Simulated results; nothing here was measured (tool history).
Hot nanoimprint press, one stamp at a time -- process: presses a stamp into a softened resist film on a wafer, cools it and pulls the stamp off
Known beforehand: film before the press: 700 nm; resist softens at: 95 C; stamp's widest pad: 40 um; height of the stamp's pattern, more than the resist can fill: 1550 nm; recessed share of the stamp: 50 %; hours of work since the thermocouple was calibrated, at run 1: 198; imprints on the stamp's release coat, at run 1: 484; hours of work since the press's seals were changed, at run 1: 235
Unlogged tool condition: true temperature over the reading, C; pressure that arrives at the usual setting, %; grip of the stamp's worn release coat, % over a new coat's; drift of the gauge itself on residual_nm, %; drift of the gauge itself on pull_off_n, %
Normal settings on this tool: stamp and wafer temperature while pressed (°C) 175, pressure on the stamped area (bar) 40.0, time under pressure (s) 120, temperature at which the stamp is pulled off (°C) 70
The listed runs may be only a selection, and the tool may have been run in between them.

run   hour  stamp and wafer temperature while pressed (°C)  pressure on the stamped area (bar)  time under pressure (s)  temperature at which the stamp is pulled off (°C)  hours of work since the thermocouple was calibrated  imprints on the stamp's release coat  hours of work since the press's seals were changed  resist left under the stamp's widest pad (angstrom)  greatest force while the stamp is pulled off (N)
  1    0.0                                             175                                40.0                      120                                                 70                                                  198                                   484                                                 235                                                 3558                                               147
  2   28.8                                             175                                40.0                      120                                                 70                                                  219                                   643                                                 257                                                 3572                                               140
  3   53.3                                             175                                40.0                      120                                                 70                                                  237                                   777                                                 275                                                 3558                                               149
      93.0  -- stamp cleaned and given a new release coat
  4   94.8                                             175                                40.0                      120                                                 70                                                  263                                    10                                                 301                                                 3563                                               134
  5  113.9                                             175                                40.0                      120                                                 70                                                  277                                   115                                                 315                                                 3546                                               139
  6  142.6                                             175                                40.0                      120                                                 70                                                  298                                   273                                                 336                                                 3549                                               138
  7  177.0                                             175                                40.0                      120                                                 70                                                  324                                   462                                                 361                                                 3545                                               140
  8  195.4                                             175                                40.0                      120                                                 70                                                  337                                   563                                                 375                                                 3530                                               142
  9  220.3                                             175                                40.0                      120                                                 70                                                  356                                   700                                                 393                                                 3525                                               143
 10  237.5                                             166                                40.0                      120                                                 70                                                  368                                   795                                                 406                                                 4788                                               147
     243.2  -- plate thermocouple calibrated
 11  260.8                                             166                                40.0                      120                                                 70                                                   13                                   906                                                 421                                                 4751                                               144
     274.9  -- stamp cleaned and given a new release coat
 12  295.9                                             166                                40.0                      120                                                 70                                                   34                                   115                                                 442                                                 4748                                               130
 13  326.5                                             166                                40.0                      120                                                 70                                                   57                                   284                                                 465                                                 4725                                               138
 14  352.7                                             177                                40.0                      120                                                 70                                                   76                                   428                                                 484                                                 3275                                               137
 15  375.6                                             170                                40.0                       76                                                 70                                                   93                                   554                                                 501                                                 4752                                               144
 16  398.4                                             179                                54.9                      174                                                 77                                                  110                                   680                                                 518                                                 2257                                               115
 17  414.9                                             171                                55.9                       87                                                 77                                                  122                                   770                                                 530                                                 3902                                               115
     421.4  -- plate thermocouple calibrated, once more
 18  436.7                                             171                                55.9                       87                                                 77                                                   11                                   874                                                 544                                                 4030                                               118

Alternative continuations, all from the tool just after run 18; predict every row:
     447.2  -- press's hydraulic seals changed and the load cell set to zero
     464.4  -- stamp cleaned and given a new release coat
  A  472.6                                             171                                29.7                       87                                                 56                                                   27                                    45                                                  14                                                    ?                                                 ?
     447.2  -- press's hydraulic seals changed and the load cell set to zero
     464.4  -- stamp cleaned and given a new release coat
  B  472.6                                             173                                55.9                      166                                                 77                                                   27                                    45                                                  14                                                    ?                                                 ?
     447.2  -- press's hydraulic seals changed and the load cell set to zero
     464.4  -- stamp cleaned and given a new release coat
  C  472.6                                             172                                40.0                      144                                                 70                                                   27                                    45                                                  14                                                    ?                                                 ?
     447.2  -- press's hydraulic seals changed and the load cell set to zero
     464.4  -- stamp cleaned and given a new release coat
  D  472.6                                             171                                32.1                      120                                                 70                                                   27                                    45                                                  14                                                    ?                                                 ?
     447.2  -- press's hydraulic seals changed and the load cell set to zero
     464.4  -- stamp cleaned and given a new release coat
  E  472.6                                             176                                40.0                       81                                                 70                                                   27                                    45                                                  14                                                    ?                                                 ?

run  resist left under the stamp's widest pad (angstrom)  greatest force while the stamp is pulled off (N)
  A                                                 4998                                               185
  B                                                 2958                                               109
  C                                                 3777                                               129
  D                                                 4495                                               130
  E                                                 3967                                               135
Stripped of hidden state, with their random variation kept, the same runs would have yielded:
run  resist left under the stamp's widest pad (angstrom)  greatest force while the stamp is pulled off (N)
  A                                                 4984                                               183
  B                                                 2945                                               108
  C                                                 3762                                               128
  D                                                 4480                                               129
  E                                                 3953                                               134
